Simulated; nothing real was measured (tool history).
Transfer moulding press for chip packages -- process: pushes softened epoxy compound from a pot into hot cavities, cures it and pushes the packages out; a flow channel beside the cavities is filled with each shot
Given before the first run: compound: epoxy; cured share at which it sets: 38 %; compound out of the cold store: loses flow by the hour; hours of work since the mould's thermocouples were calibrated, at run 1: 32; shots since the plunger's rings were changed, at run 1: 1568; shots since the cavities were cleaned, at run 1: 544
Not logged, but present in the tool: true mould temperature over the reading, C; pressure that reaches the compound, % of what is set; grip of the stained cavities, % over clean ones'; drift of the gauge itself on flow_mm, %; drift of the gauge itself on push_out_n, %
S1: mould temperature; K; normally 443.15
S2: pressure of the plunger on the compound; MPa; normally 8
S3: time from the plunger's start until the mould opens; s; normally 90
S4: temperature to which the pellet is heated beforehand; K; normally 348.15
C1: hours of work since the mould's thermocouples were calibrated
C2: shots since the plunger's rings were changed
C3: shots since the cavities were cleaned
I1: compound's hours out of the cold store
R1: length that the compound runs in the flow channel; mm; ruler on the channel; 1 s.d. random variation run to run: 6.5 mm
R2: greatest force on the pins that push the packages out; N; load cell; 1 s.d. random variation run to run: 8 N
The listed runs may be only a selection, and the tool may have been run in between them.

run   hour      S1    S2   S3      S4   C1    C2   C3    I1   R1   R2
  1      0  443.15     8   90  348.15   32  1568  544  17.1  769  569
       7.5  -- cavities cleaned with cleaning compound and waxed
  2   24.3  443.15     8  101  348.15   41  1781  157  39.1  672  407
      72.1  -- cavities cleaned with cleaning compound and waxed
  3   72.1  443.15  9.29   90  348.15   61  2214    0    12  840  360
  4  103.6  443.15     8   90  348.15   75  2507  293    38  675  495
     140.1  -- cavities cleaned with cleaning compound and waxed
  5  155.5  443.15     8   90  348.15   96  2977  143  14.3  760  445
  6  196.1  444.15     8   90  348.15  113  3357  523  47.3  632  531
     205.5  -- cavities cleaned with cleaning compound and waxed
  7  229.9  449.15   9.3   90  348.15  127  3659  228  15.5  777  433
  8  257.7  449.15   9.3   90  348.15  139  3918  487  25.8  721  489
     271.7  -- cavities cleaned with cleaning compound and waxed
  9    311  441.15  8.83   89  357.15  161  4402  367  45.9  663  547
     338.3  -- cavities cleaned with cleaning compound and waxed
 10  364.6  441.15  8.83   88  350.15  184  4888  245  24.7  735  556
     404.6  -- cavities cleaned with cleaning compound and waxed
 11  413.9  436.15  9.13  109  346.15  204  5334   86  33.9  716  421
 12  461.4  450.15     8  114  348.15  224  5778  530  13.4  691  490

Below are 3 alternative next runs, each starting from the tool's condition after run 12. Predict each:
     470.9  -- cavities cleaned with cleaning compound and waxed
  A  492.5  436.15  9.77  106  348.15  237  6054  202  19.9   ?   ?
     470.9  -- cavities cleaned with cleaning compound and waxed
  B  492.5  438.15  9.16  120  348.15  237  6054  202    10   ?   ?
     470.9  -- cavities cleaned with cleaning compound and waxed
  C  492.5  439.15     8   90  352.15  237  6054  202  10.5   ?   ?

run   R1   R2
  A  786  531
  B  808  443
  C  747  594
What these runs would have given with no unlogged condition in the tool:
run   R1   R2
  A  892  394
  B  915  321
  C  847  444

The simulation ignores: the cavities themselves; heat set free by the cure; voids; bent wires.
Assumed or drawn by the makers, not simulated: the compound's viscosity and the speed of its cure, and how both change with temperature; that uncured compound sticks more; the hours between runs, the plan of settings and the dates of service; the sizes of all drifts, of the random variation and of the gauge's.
